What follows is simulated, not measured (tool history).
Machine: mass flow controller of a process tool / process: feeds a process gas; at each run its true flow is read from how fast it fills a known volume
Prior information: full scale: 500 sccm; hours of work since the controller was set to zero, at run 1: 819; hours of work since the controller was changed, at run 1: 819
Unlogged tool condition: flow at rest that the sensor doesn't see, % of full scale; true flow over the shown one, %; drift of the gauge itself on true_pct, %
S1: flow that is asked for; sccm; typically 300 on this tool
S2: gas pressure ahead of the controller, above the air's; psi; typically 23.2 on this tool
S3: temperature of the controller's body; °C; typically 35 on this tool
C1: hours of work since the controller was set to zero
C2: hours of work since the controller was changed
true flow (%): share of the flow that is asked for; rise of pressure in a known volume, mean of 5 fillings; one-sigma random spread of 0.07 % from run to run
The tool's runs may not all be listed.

run 1 hour=0.0 | S1=300 S2=23.2 S3=35 | C1=819 C2=819 | true_flow_(%)=99.50
run 2 hour=42.2 | S1=300 S2=23.2 S3=35 | C1=842 C2=842 | true_flow_(%)=99.61
run 3 hour=100.0 | S1=114 S2=23.2 S3=35 | C1=875 C2=875 | true_flow_(%)=99.17
run 4 hour=178.0 | S1=300 S2=31.5 S3=35 | C1=918 C2=918 | true_flow_(%)=99.68
run 5 hour=223.3 | S1=300 S2=31.5 S3=35 | C1=943 C2=943 | true_flow_(%)=99.78
run 6 hour=269.8 | S1=300 S2=23.2 S3=25 | C1=969 C2=969 | true_flow_(%)=99.37
run 7 hour=353.1 | S1=300 S2=23.2 S3=35 | C1=1016 C2=1016 | true_flow_(%)=99.65
run 8 hour=420.9 | S1=300 S2=23.2 S3=35 | C1=1053 C2=1053 | true_flow_(%)=99.60
run 9 hour=504.1 | S1=300 S2=23.2 S3=35 | C1=1100 C2=1100 | true_flow_(%)=99.76
run 10 hour=554.2 | S1=300 S2=23.2 S3=21 | C1=1128 C2=1128 | true_flow_(%)=99.37
run 11 hour=608.1 | S1=300 S2=23.2 S3=21 | C1=1158 C2=1158 | true_flow_(%)=99.54
run 12 hour=681.4 | S1=300 S2=23.2 S3=21 | C1=1198 C2=1198 | true_flow_(%)=99.45
run 13 hour=753.5 | S1=300 S2=23.2 S3=31 | C1=1239 C2=1239 | true_flow_(%)=99.77
run 14 hour=812.2 | S1=300 S2=23.2 S3=31 | C1=1271 C2=1271 | true_flow_(%)=99.69
run 15 hour=861.4 | S1=93 S2=23.2 S3=35 | C1=1299 C2=1299 | true_flow_(%)=100.10
run 16 hour=907.9 | S1=300 S2=23.2 S3=35 | C1=1325 C2=1325 | true_flow_(%)=99.72
run 17 hour=956.9 | S1=300 S2=23.2 S3=23 | C1=1352 C2=1352 | true_flow_(%)=99.71
run 18 hour=1001.6 | S1=300 S2=23.2 S3=23 | C1=1377 C2=1377 | true_flow_(%)=99.62
run 19 hour=1043.8 | S1=70 S2=22.2 S3=26 | C1=1400 C2=1400 | true_flow_(%)=100.57
run 20 hour=1108.4 | S1=70 S2=22.2 S3=26 | C1=1436 C2=1436 | true_flow_(%)=100.71
run 21 hour=1165.3 | S1=359 S2=39.5 S3=28 | C1=1468 C2=1468 | true_flow_(%)=100.37
run 22 hour=1216.5 | S1=359 S2=39.5 S3=28 | C1=1496 C2=1496 | true_flow_(%)=100.41
run 23 hour=1258.3 | S1=194 S2=24.1 S3=35 | C1=1520 C2=1520 | true_flow_(%)=99.83
run 24 hour=1307.0 | S1=194 S2=24.1 S3=35 | C1=1547 C2=1547 | true_flow_(%)=99.72
-- hour=1313.3 controller's zero set anew
run 25 hour=1355.2 | S1=300 S2=36.4 S3=27 | C1=23 C2=1573 | true_flow_(%)=100.20
run 26 hour=1421.6 | S1=51 S2=36.4 S3=28 | C1=60 C2=1610 | true_flow_(%)=103.09
run 27 hour=1471.5 | S1=369 S2=26.0 S3=33 | C1=88 C2=1638 | true_flow_(%)=100.41
-- hour=1480.8 controller's zero set anew, once more
run 28 hour=1557.3 | S1=300 S2=38.1 S3=35 | C1=43 C2=1686 | true_flow_(%)=99.67
run 29 hour=1617.0 | S1=282 S2=21.3 S3=29 | C1=76 C2=1719 | true_flow_(%)=98.88
run 30 hour=1669.1 | S1=300 S2=23.2 S3=21 | C1=105 C2=1748 | true_flow_(%)=99.03
run 31 hour=1748.5 | S1=83 S2=33.6 S3=26 | C1=149 C2=1792 | true_flow_(%)=98.49
run 32 hour=1804.9 | S1=52 S2=36.4 S3=26 | C1=180 C2=1823 | true_flow_(%)=98.44
run 33 hour=1850.6 | S1=408 S2=33.5 S3=21 | C1=206 C2=1849 | true_flow_(%)=99.78
run 34 hour=1903.3 | S1=80 S2=20.6 S3=21 | C1=235 C2=1878 | true_flow_(%)=98.14
run 35 hour=1947.5 | S1=62 S2=27.6 S3=24 | C1=260 C2=1903 | true_flow_(%)=98.57

Describe how what the log doesn't record of the tool's condition differs between the last listed run preceding each entry between runs and the first listed run following it.
From run 24 to run 25: controller's zero set anew (hour 1313.3)
  flow at rest that the sensor doesn't see, % of full scale: 0.462 -> 0.52
  measured value less the no-hidden-state value, true flow (%): +1.49 -> +1.18
From run 27 to run 28: controller's zero set anew, once more (hour 1480.8)
  flow at rest that the sensor doesn't see, % of full scale: 0.537 -> 0.036; true flow over the shown one, %: 0.32 -> 0.33
  measured value less the no-hidden-state value, true flow (%): +1.05 -> +0.40

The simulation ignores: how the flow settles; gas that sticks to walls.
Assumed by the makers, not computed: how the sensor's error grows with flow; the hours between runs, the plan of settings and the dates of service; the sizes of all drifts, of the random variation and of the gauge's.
